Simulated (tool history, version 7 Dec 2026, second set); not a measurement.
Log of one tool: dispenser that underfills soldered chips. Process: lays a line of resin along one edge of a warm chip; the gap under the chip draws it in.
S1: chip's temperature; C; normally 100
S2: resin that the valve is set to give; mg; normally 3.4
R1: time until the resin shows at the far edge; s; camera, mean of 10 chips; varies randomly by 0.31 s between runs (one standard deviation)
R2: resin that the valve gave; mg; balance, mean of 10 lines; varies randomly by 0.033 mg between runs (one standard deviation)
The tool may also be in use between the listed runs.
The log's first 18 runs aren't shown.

At hour 75.3: new syringe of resin.
Run 19, hour 79.6: usual settings but S1 96 C, S2 4.32 mg. Result: R1 9.8 s, R2 4.13 mg.
At hour 82.9: new syringe of resin.
Run 20, hour 83.6: usual settings but S1 113 C, S2 2.97 mg. Result: R1 5.5 s, R2 2.8 mg.
Run 21, hour 88.3: usual settings but S1 113 C, S2 2.97 mg. Result: R1 7 s, R2 2.86 mg.
At hour 90.2: new syringe of resin.
Run 22, hour 93.9: usual settings but S1 105 C, S2 3.62 mg. Result: R1 7.4 s, R2 3.54 mg.
At hour 98: new syringe of resin.
Run 23, hour 100.3: usual settings but S1 105 C, S2 3.62 mg. Result: R1 7.4 s, R2 3.45 mg.
At hour 105.5: new syringe of resin.
Run 24, hour 105.5: usual settings but S1 90 C. Result: R1 9.7 s, R2 3.28 mg.
Run 25, hour 109.6: usual settings but S1 92 C, S2 4.1 mg. Result: R1 11 s, R2 3.92 mg.
At hour 112.9: new syringe of resin.
Run 26, hour 114.9: usual settings but S1 105 C, S2 3.23 mg. Result: R1 7.5 s, R2 3.12 mg.
Run 27, hour 119.3: usual settings but S1 96 C, S2 4.39 mg. Result: R1 9.9 s, R2 4.14 mg.
At hour 120.5: new syringe of resin.
Run 28, hour 124.5: usual settings but S1 96 C, S2 4.39 mg. Result: R1 9.4 s, R2 4.13 mg.

Run 29 has not been measured yet. What should we expect?
At hour 128: new syringe of resin.
Run 29, hour 128.2: usual settings but S1 96 C, S2 4.39 mg. Result: R1 ?, R2 ?.

R1: 8.3 s
R2: 4.14 mg
Had the tool carried no hidden state, the very same run would have given R1 8.2 s, R2 4.41 mg.
